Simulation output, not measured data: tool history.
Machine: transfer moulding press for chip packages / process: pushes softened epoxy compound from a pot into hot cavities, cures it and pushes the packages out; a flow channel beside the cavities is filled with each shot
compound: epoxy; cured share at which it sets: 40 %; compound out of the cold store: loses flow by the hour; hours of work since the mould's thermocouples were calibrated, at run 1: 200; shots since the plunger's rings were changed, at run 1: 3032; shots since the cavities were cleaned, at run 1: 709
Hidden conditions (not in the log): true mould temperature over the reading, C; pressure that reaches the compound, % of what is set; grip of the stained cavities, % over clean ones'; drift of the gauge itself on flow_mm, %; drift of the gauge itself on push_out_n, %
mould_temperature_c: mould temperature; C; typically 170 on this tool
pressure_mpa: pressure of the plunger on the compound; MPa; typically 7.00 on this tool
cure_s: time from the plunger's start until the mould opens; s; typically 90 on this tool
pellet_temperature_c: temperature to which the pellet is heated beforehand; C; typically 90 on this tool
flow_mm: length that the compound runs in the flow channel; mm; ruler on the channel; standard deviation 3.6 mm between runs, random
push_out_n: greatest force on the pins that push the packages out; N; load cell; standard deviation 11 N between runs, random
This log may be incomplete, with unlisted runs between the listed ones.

run	hour	mould_temperature_c	pressure_mpa	cure_s	pellet_temperature_c	hours of work since the mould's thermocouples were calibrated	shots since the plunger's rings were changed	shots since the cavities were cleaned	incoming compound's hours out of the cold store	flow_mm	push_out_n
1	0.0	170	7.00	90	90	200	3032	709	13.9	989	912
# hour 20.8: cavities cleaned with cleaning compound and waxed
2	33.0	170	7.00	90	90	220	3441	159	17.9	968	668
3	53.1	174	7.00	90	90	233	3701	419	45.1	872	724
4	82.9	174	7.00	90	90	253	4087	805	41.0	884	787
# hour 94.6: cavities cleaned with cleaning compound and waxed
5	130.6	170	7.00	90	90	283	4686	466	13.9	973	834
6	159.2	170	7.00	111	90	302	5058	838	22.9	937	743
# hour 168.4: cavities cleaned with cleaning compound and waxed
7	182.3	170	7.00	111	90	316	5338	181	17.9	952	573
# hour 195.2: mould's thermocouples calibrated
8	207.1	170	7.00	111	90	8	5633	476	14.9	950	683
9	233.5	170	7.00	111	90	25	5976	819	15.2	949	754
# hour 245.1: cavities cleaned with cleaning compound and waxed
10	269.5	170	7.00	111	90	48	6423	317	8.1	963	655
# hour 306.1: plunger's sealing rings changed
11	313.3	170	7.00	111	90	75	94	852	45.9	922	782
# hour 321.7: cavities cleaned with cleaning compound and waxed
12	349.7	170	7.00	111	90	97	547	363	14.9	1009	678
13	390.1	170	7.00	111	90	124	1071	887	39.3	936	767
# hour 395.8: cavities cleaned with cleaning compound and waxed
14	418.9	170	7.00	90	90	142	1425	300	13.6	999	705
15	462.2	172	7.00	90	90	170	1986	861	21.9	969	844
# hour 470.6: cavities cleaned with cleaning compound and waxed
16	488.0	172	7.00	91	90	186	2301	226	34.3	929	633
17	514.9	166	7.00	91	86	203	2650	575	18.3	996	1094
# hour 544.3: cavities cleaned with cleaning compound and waxed
18	544.3	166	7.00	91	86	222	3011	0	35.8	945	597
19	590.0	177	7.00	90	90	251	3604	593	39.2	880	743
# hour 617.5: cavities cleaned with cleaning compound and waxed
20	634.4	170	6.95	90	93	279	4160	219	47.8	881	645
21	673.3	170	6.95	90	93	305	4664	723	45.1	875	846
# hour 691.2: cavities cleaned with cleaning compound and waxed
# hour 703.7: mould's thermocouples calibrated
22	716.5	170	6.95	90	93	8	5179	302	26.3	925	767
23	751.0	167	6.75	88	89	31	5628	751	34.0	896	1097
# hour 767.8: cavities cleaned with cleaning compound and waxed
24	799.1	167	6.75	88	89	61	6231	406	9.1	961	1066
25	837.6	177	6.75	114	89	86	6730	905	13.2	913	720
# hour 841.6: cavities cleaned with cleaning compound and waxed
# hour 851.1: plunger's sealing rings changed
26	885.0	170	7.00	76	90	115	440	531	39.1	941	1089
# hour 917.7: cavities cleaned with cleaning compound and waxed
27	917.7	170	7.00	76	90	135	845	0	43.0	928	642

Each row is a separate what-if for the run after 27, all from the same tool condition, not one after another. Results?
A	954.6	170	5.37	90	90	159	1323	478	31.7	?	?
B	954.6	170	7.49	90	91	159	1323	478	8.7	?	?
C	954.6	168	5.62	82	90	159	1323	478	8.6	?	?

run	flow_mm	push_out_n
A	837	826
B	1061	841
C	925	1087
With the hidden condition removed and each run's random variation left untouched, the same runs would have given:
run	flow_mm	push_out_n
A	850	496
B	1079	503
C	940	646

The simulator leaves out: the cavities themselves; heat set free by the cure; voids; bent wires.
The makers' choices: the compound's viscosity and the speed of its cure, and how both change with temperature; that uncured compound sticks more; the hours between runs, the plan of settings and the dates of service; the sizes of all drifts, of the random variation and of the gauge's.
